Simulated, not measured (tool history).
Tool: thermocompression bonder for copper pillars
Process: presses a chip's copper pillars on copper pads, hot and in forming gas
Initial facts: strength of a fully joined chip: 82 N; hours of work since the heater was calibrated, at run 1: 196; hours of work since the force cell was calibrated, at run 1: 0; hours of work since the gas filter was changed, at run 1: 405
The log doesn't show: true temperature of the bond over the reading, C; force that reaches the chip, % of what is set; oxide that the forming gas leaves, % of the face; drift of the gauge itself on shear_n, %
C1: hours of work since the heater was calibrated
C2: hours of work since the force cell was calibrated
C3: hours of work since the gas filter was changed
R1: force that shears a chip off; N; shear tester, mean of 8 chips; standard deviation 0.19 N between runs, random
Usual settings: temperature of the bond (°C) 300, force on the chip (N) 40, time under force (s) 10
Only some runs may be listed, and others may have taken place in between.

{"run": 1, "hour": 0.0, "temperature of the bond (°C)": 300, "force on the chip (N)": 40, "time under force (s)": 10, "C1": 196, "C2": 0, "C3": 405, "R1": 48.1}
{"run": 2, "hour": 22.9, "temperature of the bond (°C)": 300, "force on the chip (N)": 40, "time under force (s)": 10, "C1": 206, "C2": 10, "C3": 415, "R1": 47.9}
{"run": 3, "hour": 48.4, "temperature of the bond (°C)": 300, "force on the chip (N)": 40, "time under force (s)": 10, "C1": 218, "C2": 22, "C3": 427, "R1": 48.2}
{"run": 4, "hour": 64.9, "temperature of the bond (°C)": 289, "force on the chip (N)": 40, "time under force (s)": 10, "C1": 226, "C2": 30, "C3": 434, "R1": 43.6}
{"run": 5, "hour": 76.8, "temperature of the bond (°C)": 289, "force on the chip (N)": 40, "time under force (s)": 10, "C1": 231, "C2": 35, "C3": 440, "R1": 43.8}
{"run": 6, "hour": 98.1, "temperature of the bond (°C)": 300, "force on the chip (N)": 40, "time under force (s)": 10, "C1": 241, "C2": 45, "C3": 449, "R1": 47.6}
{"run": 7, "hour": 115.6, "temperature of the bond (°C)": 300, "force on the chip (N)": 27, "time under force (s)": 10, "C1": 249, "C2": 53, "C3": 457, "R1": 33.1}
{"hour": 121.5, "done": "forming gas filter changed"}
{"run": 8, "hour": 143.9, "temperature of the bond (°C)": 300, "force on the chip (N)": 46, "time under force (s)": 10, "C1": 261, "C2": 65, "C3": 10, "R1": 53.4}
{"run": 9, "hour": 168.1, "temperature of the bond (°C)": 300, "force on the chip (N)": 46, "time under force (s)": 10, "C1": 272, "C2": 76, "C3": 21, "R1": 53.7}
{"run": 10, "hour": 195.2, "temperature of the bond (°C)": 300, "force on the chip (N)": 38, "time under force (s)": 10, "C1": 285, "C2": 89, "C3": 34, "R1": 45.9}
{"run": 11, "hour": 214.4, "temperature of the bond (°C)": 300, "force on the chip (N)": 40, "time under force (s)": 22, "C1": 293, "C2": 97, "C3": 42, "R1": 59.3}
{"run": 12, "hour": 231.2, "temperature of the bond (°C)": 300, "force on the chip (N)": 40, "time under force (s)": 22, "C1": 301, "C2": 105, "C3": 50, "R1": 59.4}
{"run": 13, "hour": 259.0, "temperature of the bond (°C)": 300, "force on the chip (N)": 40, "time under force (s)": 22, "C1": 314, "C2": 118, "C3": 63, "R1": 59.4}
{"run": 14, "hour": 284.2, "temperature of the bond (°C)": 300, "force on the chip (N)": 38, "time under force (s)": 10, "C1": 325, "C2": 129, "C3": 74, "R1": 45.8}
{"run": 15, "hour": 307.9, "temperature of the bond (°C)": 299, "force on the chip (N)": 38, "time under force (s)": 10, "C1": 336, "C2": 140, "C3": 85, "R1": 45.6}
{"run": 16, "hour": 323.8, "temperature of the bond (°C)": 300, "force on the chip (N)": 46, "time under force (s)": 10, "C1": 343, "C2": 147, "C3": 92, "R1": 53.9}
{"run": 17, "hour": 342.4, "temperature of the bond (°C)": 300, "force on the chip (N)": 46, "time under force (s)": 10, "C1": 352, "C2": 156, "C3": 101, "R1": 54.1}
{"run": 18, "hour": 368.5, "temperature of the bond (°C)": 300, "force on the chip (N)": 46, "time under force (s)": 10, "C1": 363, "C2": 167, "C3": 112, "R1": 53.6}
{"run": 19, "hour": 392.9, "temperature of the bond (°C)": 300, "force on the chip (N)": 46, "time under force (s)": 10, "C1": 375, "C2": 179, "C3": 123, "R1": 53.9}
{"run": 20, "hour": 418.7, "temperature of the bond (°C)": 298, "force on the chip (N)": 41, "time under force (s)": 6, "C1": 386, "C2": 190, "C3": 135, "R1": 40.8}
{"run": 21, "hour": 445.3, "temperature of the bond (°C)": 292, "force on the chip (N)": 41, "time under force (s)": 25, "C1": 398, "C2": 202, "C3": 147, "R1": 59.4}
{"run": 22, "hour": 459.8, "temperature of the bond (°C)": 292, "force on the chip (N)": 41, "time under force (s)": 25, "C1": 405, "C2": 209, "C3": 154, "R1": 59.5}
{"run": 23, "hour": 476.8, "temperature of the bond (°C)": 330, "force on the chip (N)": 57, "time under force (s)": 30, "C1": 413, "C2": 217, "C3": 162, "R1": 79.2}
{"run": 24, "hour": 503.5, "temperature of the bond (°C)": 330, "force on the chip (N)": 57, "time under force (s)": 30, "C1": 425, "C2": 229, "C3": 174, "R1": 78.7}
{"run": 25, "hour": 524.2, "temperature of the bond (°C)": 326, "force on the chip (N)": 36, "time under force (s)": 7, "C1": 434, "C2": 238, "C3": 183, "R1": 47.6}
{"run": 26, "hour": 552.7, "temperature of the bond (°C)": 306, "force on the chip (N)": 24, "time under force (s)": 10, "C1": 447, "C2": 251, "C3": 196, "R1": 30.5}
{"run": 27, "hour": 578.1, "temperature of the bond (°C)": 300, "force on the chip (N)": 40, "time under force (s)": 13, "C1": 459, "C2": 263, "C3": 208, "R1": 51.8}
{"run": 28, "hour": 591.2, "temperature of the bond (°C)": 277, "force on the chip (N)": 60, "time under force (s)": 26, "C1": 465, "C2": 269, "C3": 214, "R1": 68.5}
{"run": 29, "hour": 614.6, "temperature of the bond (°C)": 287, "force on the chip (N)": 37, "time under force (s)": 30, "C1": 475, "C2": 279, "C3": 224, "R1": 56.3}
{"run": 30, "hour": 627.7, "temperature of the bond (°C)": 287, "force on the chip (N)": 37, "time under force (s)": 30, "C1": 481, "C2": 285, "C3": 230, "R1": 56.2}
{"run": 31, "hour": 651.0, "temperature of the bond (°C)": 300, "force on the chip (N)": 56, "time under force (s)": 14, "C1": 492, "C2": 296, "C3": 241, "R1": 66}
{"run": 32, "hour": 676.6, "temperature of the bond (°C)": 280, "force on the chip (N)": 27, "time under force (s)": 12, "C1": 504, "C2": 308, "C3": 253, "R1": 28.7}
{"run": 33, "hour": 688.5, "temperature of the bond (°C)": 280, "force on the chip (N)": 27, "time under force (s)": 12, "C1": 509, "C2": 313, "C3": 258, "R1": 28.8}
{"run": 34, "hour": 712.2, "temperature of the bond (°C)": 280, "force on the chip (N)": 27, "time under force (s)": 12, "C1": 520, "C2": 324, "C3": 269, "R1": 28.9}
{"run": 35, "hour": 735.3, "temperature of the bond (°C)": 280, "force on the chip (N)": 39, "time under force (s)": 6, "C1": 530, "C2": 334, "C3": 279, "R1": 32.7}
{"run": 36, "hour": 763.0, "temperature of the bond (°C)": 299, "force on the chip (N)": 29, "time under force (s)": 11, "C1": 543, "C2": 347, "C3": 292, "R1": 36.1}
{"run": 37, "hour": 790.6, "temperature of the bond (°C)": 289, "force on the chip (N)": 29, "time under force (s)": 16, "C1": 555, "C2": 359, "C3": 304, "R1": 37.9}
{"run": 38, "hour": 817.8, "temperature of the bond (°C)": 292, "force on the chip (N)": 36, "time under force (s)": 24, "C1": 568, "C2": 372, "C3": 317, "R1": 53.8}

Hidden condition of the tool, last listed run before each entry between runs versus first listed run after:
Run 7 -> run 8: forming gas filter changed (hour 121.5)
  true temperature of the bond over the reading, C: 0 -> -0.1; oxide that the forming gas leaves, % of the face: 0.56 -> 0.5

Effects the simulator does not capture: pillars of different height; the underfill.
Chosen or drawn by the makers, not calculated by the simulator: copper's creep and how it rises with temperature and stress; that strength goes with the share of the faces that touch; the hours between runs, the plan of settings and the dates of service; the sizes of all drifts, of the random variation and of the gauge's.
